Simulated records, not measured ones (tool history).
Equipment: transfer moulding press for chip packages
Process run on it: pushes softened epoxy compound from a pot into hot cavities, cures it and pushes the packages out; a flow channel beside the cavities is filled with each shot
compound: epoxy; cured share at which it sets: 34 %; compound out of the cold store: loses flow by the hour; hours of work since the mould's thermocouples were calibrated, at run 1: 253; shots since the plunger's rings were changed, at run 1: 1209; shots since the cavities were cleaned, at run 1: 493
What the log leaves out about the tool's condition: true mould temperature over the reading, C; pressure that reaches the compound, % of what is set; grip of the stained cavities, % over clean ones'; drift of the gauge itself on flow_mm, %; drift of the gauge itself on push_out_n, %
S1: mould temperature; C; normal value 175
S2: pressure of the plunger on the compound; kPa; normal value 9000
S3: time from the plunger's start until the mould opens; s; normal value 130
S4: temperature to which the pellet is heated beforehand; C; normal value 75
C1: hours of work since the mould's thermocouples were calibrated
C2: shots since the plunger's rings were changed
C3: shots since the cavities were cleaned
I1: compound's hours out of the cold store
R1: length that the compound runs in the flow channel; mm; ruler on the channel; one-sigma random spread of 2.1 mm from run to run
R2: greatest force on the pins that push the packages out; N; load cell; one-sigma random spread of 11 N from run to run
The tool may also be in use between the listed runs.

run,day,S1,S2,S3,S4,C1,C2,C3,I1,R1,R2
1,0,175,9000,130,75,253,1209,493,37.7,674,702
2,0.721,175,9000,130,75,261,1323,607,24.2,711,797
3,1.521,175,9000,130,75,270,1450,734,13,744,824
4,2.633,175,9000,130,75,283,1626,910,28.9,695,854
# day 2.988: cavities cleaned with cleaning compound and waxed
5,3.225,175,7460,130,75,289,1710,38,43,594,499
6,3.788,175,7460,130,75,296,1799,127,24.3,643,562
7,4.267,175,7460,130,75,301,1874,202,18.3,658,624
8,5.154,175,7460,130,75,312,2015,343,10.8,679,711
9,6.162,175,7460,130,75,323,2175,503,28.1,628,724
10,7.238,175,9270,130,75,336,2344,672,43.6,660,768
11,8.246,175,9270,130,75,348,2504,832,20.1,724,865
12,8.879,175,9270,130,75,355,2605,933,42.8,659,836
# day 9.104: cavities cleaned with cleaning compound and waxed
# day 9.412: plunger's sealing rings changed
13,9.642,175,9270,130,75,362,36,69,47.4,662,499
14,10.733,175,9270,130,75,375,209,242,45.1,664,598
15,11.2,175,9270,130,75,380,283,316,43.8,669,649
16,11.9,175,9270,130,75,388,393,426,28.1,716,730
17,12.612,175,9270,130,75,396,506,539,20.5,736,767
18,13.596,175,9000,157,75,408,662,695,31.5,694,651
19,14.396,173,9000,130,67,417,788,821,40,673,914
20,15.15,173,9000,130,67,426,908,941,10.4,763,1029
# day 15.317: cavities cleaned with cleaning compound and waxed
21,15.725,175,9000,130,73,432,989,65,23.2,711,523
22,16.425,180,6890,130,73,440,1100,176,16.9,625,503
23,17.342,173,9000,130,79,450,1245,321,37.5,679,731
24,18.45,173,9000,124,79,463,1420,496,23.7,716,899
25,19.225,171,9000,130,84,472,1543,619,14,756,1019
26,20.175,171,9950,141,72,483,1693,769,18.1,782,906
27,21.046,171,9950,141,72,493,1832,908,14.1,794,939
# day 21.408: cavities cleaned with cleaning compound and waxed
28,22.071,169,9000,116,75,504,1984,105,12.4,769,1099
29,22.546,175,9000,140,75,510,2058,179,12,739,533
30,23.662,175,9000,142,75,523,2236,357,46.1,638,594

Pick out some run-to-run changes in R1. Of each, how much would a tool without hidden state show as well, from the settings, what came in and chance, and how much is left for the hidden state and any gauge scatter not in both results compared?
Run 4 -> 5: S2 9000 -> 7460, cavities cleaned with cleaning compound and waxed. R1 -101 mm: hidden state +2, all else -103.
Run 10 -> 11: nothing adjusted, nothing logged. R1 +64 mm: hidden state -3, all else +67.
Run 12 -> 13: cavities cleaned with cleaning compound and waxed, plunger's sealing rings changed. R1 +3 mm: hidden state +19, all else -16.
Run 19 -> 20: nothing adjusted, nothing logged. R1 +90 mm: hidden state -2, all else +92.
Run 24 -> 25: S1 173 -> 171, S3 124 -> 130, S4 79 -> 84. R1 +40 mm: hidden state -3, all else +43.
Run 29 -> 30: S3 140 -> 142. R1 -101 mm: hidden state +2, all else -103.
